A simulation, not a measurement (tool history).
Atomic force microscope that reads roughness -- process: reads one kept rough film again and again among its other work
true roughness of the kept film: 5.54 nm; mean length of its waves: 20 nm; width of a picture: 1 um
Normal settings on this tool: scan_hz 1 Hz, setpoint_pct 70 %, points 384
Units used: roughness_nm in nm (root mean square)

run   hour  scan_hz  setpoint_pct  points  roughness_nm
  1      0        1            70     384         2.066
  2     14        1            70     384         1.909
  3   26.2        1            70     384         1.816
      44.4  -- new tip fitted
  4     48        1            70     384         3.241
  5     65        1            70     384          2.82
  6   89.5        1            70     384         2.397
      92.7  -- height scale calibrated on a step standard
  7  109.7     0.62            65     932         2.198
  8  128.1     0.67            90     830         1.918
  9  148.5     0.76            70     667         1.772
       157  -- height scale calibrated on a step standard, once more
     160.1  -- new tip fitted
 10  171.8      0.5            63     262         3.046

Each row is a separate what-if for the run after 10, all from the same tool condition, not one after another. Results?
  A  192.4      0.5            89     262             ?
  B  192.4     1.08            72     526             ?
  C  192.4     2.25            63     262             ?
  D  192.4        1            73     384             ?
  E  192.4     3.55            76     489             ?

run  roughness_nm
  A         2.559
  B         2.606
  C         2.548
  D         2.604
  E         2.403
Take away the tool's hidden state, keep each run's random variation, and the runs would have read:
run  roughness_nm
  A          3.37
  B         3.432
  C         3.355
  D         3.428
  E         3.167

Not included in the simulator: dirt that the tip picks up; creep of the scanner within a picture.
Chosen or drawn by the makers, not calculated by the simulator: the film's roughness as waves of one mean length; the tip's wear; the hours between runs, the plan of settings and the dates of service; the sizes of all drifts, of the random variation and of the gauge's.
